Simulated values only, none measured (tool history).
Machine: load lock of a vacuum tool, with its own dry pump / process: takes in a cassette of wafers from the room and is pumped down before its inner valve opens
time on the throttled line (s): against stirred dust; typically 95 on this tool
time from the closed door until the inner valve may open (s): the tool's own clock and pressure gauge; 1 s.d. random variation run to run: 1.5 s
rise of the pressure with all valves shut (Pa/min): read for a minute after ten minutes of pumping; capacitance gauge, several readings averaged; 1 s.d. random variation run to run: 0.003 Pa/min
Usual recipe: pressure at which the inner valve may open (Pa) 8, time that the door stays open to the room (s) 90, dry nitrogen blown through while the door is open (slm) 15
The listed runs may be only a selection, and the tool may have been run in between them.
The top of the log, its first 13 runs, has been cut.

run	hour	time on the throttled line (s)	pressure at which the inner valve may open (Pa)	time that the door stays open to the room (s)	dry nitrogen blown through while the door is open (slm)	hours that the pump has run since its overhaul	times that the door has closed on its seal	incoming humidity of the room's air, %	time from the closed door until the inner valve may open (s)	rise of the pressure with all valves shut (Pa/min)
14	2500.1	72	8	90	15	10051	7542	45.5	245.2	0.098
15	2637.0	72	8	90	15	10188	8184	43.5	246.6	0.113
16	2766.5	72	8	90	15	10317	8791	46.7	245.1	0.114
17	2966.9	72	8	90	15	10517	9731	42.9	245.4	0.124
18	3185.8	72	8	90	15	10736	10758	51.0	246.6	0.144
19	3392.6	56	15	180	19	10943	11728	43.5	222.7	0.166
20	3602.9	156	10	78	6	11153	12714	44.3	299.8	0.177
21	3810.9	55	8	35	15	11361	13689	45.6	235.1	0.166
22	4029.2	186	8	27	4	11580	14713	43.2	329.8	0.185
23	4227.6	186	8	27	4	11778	15643	43.8	329.7	0.203
24	4421.7	186	8	27	4	11972	16554	49.3	329.3	0.214
25	4593.4	186	8	52	7	12144	17359	44.0	330.0	0.248
26	4853.0	174	16	56	10	12404	18577	43.8	306.8	0.267
27	5062.7	174	16	56	10	12613	19560	45.3	307.2	0.290
28	5176.4	174	16	56	10	12727	20094	44.2	306.5	0.299
29	5386.3	95	8	206	15	12937	21078	46.1	267.9	0.354
30	5606.8	95	8	206	15	13157	22112	44.1	267.2	0.378
31	5770.8	95	8	206	15	13321	22881	44.7	268.8	0.402
32	6029.8	95	8	206	15	13580	24096	44.5	269.6	0.430
33	6203.7	95	15	90	15	13754	24911	43.3	250.5	0.425
34	6375.6	111	12	90	15	13926	25718	46.2	272.3	0.438
35	6645.7	85	14	36	8	14196	26984	47.3	248.0	0.461
# hour 6667.4: door's seal changed, seat wiped
36	6827.9	95	12	90	16	14377	753	43.7	260.7	0.037

Predict each of these 3 candidate next runs independently; none follows another, all start after run 36:
A	7100.0	95	8	67	15	14649	2029	44.7	?	?
B	7100.0	95	8	90	11	14649	2029	42.5	?	?
C	7100.0	95	11	90	16	14649	2029	43.7	?	?

run	time from the closed door until the inner valve may open (s)	rise of the pressure with all valves shut (Pa/min)
A	266.9	0.044
B	269.8	0.045
C	261.7	0.048
What these runs would have given with no unlogged condition in the tool:
run	time from the closed door until the inner valve may open (s)	rise of the pressure with all valves shut (Pa/min)
A	246.9	0.032
B	249.6	0.033
C	242.4	0.036
